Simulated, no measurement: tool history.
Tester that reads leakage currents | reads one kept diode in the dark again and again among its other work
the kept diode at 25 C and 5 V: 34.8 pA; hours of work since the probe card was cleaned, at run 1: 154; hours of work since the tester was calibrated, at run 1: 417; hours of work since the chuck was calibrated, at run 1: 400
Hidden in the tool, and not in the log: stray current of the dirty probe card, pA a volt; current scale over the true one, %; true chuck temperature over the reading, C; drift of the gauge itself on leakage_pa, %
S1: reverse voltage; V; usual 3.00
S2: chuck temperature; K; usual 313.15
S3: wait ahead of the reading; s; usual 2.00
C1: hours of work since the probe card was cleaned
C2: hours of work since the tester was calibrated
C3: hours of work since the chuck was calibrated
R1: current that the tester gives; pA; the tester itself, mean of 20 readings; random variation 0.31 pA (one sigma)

run	day	S1	S2	S3	C1	C2	C3	R1
1	0.000	3.00	313.15	2.00	154	417	400	100.70
2	0.942	3.00	313.15	2.00	165	429	411	100.65
3	2.308	3.00	313.15	2.00	181	445	427	100.33
4	3.567	3.00	313.15	2.00	196	460	442	100.14
5	4.317	3.00	313.15	2.00	205	469	451	99.94
6	5.600	3.00	313.15	2.00	220	484	466	100.37
7	6.233	3.00	313.15	2.00	228	491	474	100.64
8	7.725	3.00	313.15	2.00	245	509	491	99.96
9	8.583	3.00	313.15	2.00	255	519	501	99.90
10	9.446	3.00	313.15	2.00	266	529	512	99.85
11	10.138	3.00	313.15	2.00	274	538	520	100.16
12	11.329	3.00	308.15	2.00	288	552	534	65.03
13	12.708	3.00	308.15	2.00	304	568	550	65.10
14	13.396	3.00	308.15	2.00	312	576	558	65.05
15	14.688	3.00	316.15	2.00	328	591	574	129.17
16	15.542	3.00	313.15	2.00	338	601	584	100.47
17	16.283	3.00	313.15	2.00	347	610	593	99.73
18	17.625	3.00	313.15	2.00	362	626	608	99.74
19	19.108	3.00	313.15	2.00	380	644	626	99.89
20	20.358	17.09	313.15	2.00	395	658	641	254.89
21	21.317	17.09	313.15	2.00	406	670	652	254.19
22	22.392	11.97	294.15	2.00	419	683	665	39.51
23	23.042	11.97	294.15	2.00	427	690	673	39.70
24	23.875	11.97	294.15	0.43	436	700	682	40.94
25	24.812	9.50	303.15	1.04	448	711	694	78.12
26	26.188	1.57	330.15	1.32	464	728	710	276.09
27	27.496	3.00	307.15	9.87	479	743	725	58.86
28	28.358	3.00	307.15	9.87	490	753	736	59.21
29	29.362	13.31	309.15	0.61	501	765	747	158.81
30	30.658	13.31	309.15	0.61	517	780	763	159.68
31	32.021	13.31	296.15	7.71	533	797	779	50.33
32	33.542	13.31	296.15	7.71	551	815	797	50.11
33	34.642	3.30	296.15	0.60	564	828	810	23.37
34	36.042	2.32	296.15	1.05	580	844	827	19.23
35	37.496	2.32	301.15	4.61	598	861	844	30.17
36	38.375	2.32	301.15	4.61	608	872	854	30.18
37	39.071	4.75	313.15	3.81	616	880	862	127.08
38	40.046	15.97	299.15	2.69	628	892	874	73.39
39	41.083	2.39	323.15	0.48	640	904	886	199.19
40	41.758	1.15	323.15	0.72	648	912	894	134.33

Hidden state or all else? Some run-to-run changes of R1, split into what the settings, what came in and random variation would give without the hidden state, and what is left for the hidden state (with any gauge scatter that isn't in both results):
Run 21 -> 22: S1 17.09 -> 11.97, S2 313.15 -> 294.15. R1 -214.68 pA: hidden state +3.61, all else -218.29.
Run 25 -> 26: S1 9.50 -> 1.57, S2 303.15 -> 330.15, S3 1.04 -> 1.32. R1 +197.97 pA: hidden state -5.51, all else +203.48.
Run 26 -> 27: S1 1.57 -> 3.00, S2 330.15 -> 307.15, S3 1.32 -> 9.87. R1 -217.23 pA: hidden state +4.82, all else -222.05.
Run 38 -> 39: S1 15.97 -> 2.39, S2 299.15 -> 323.15, S3 2.69 -> 0.48. R1 +125.80 pA: hidden state -6.75, all else +132.55.
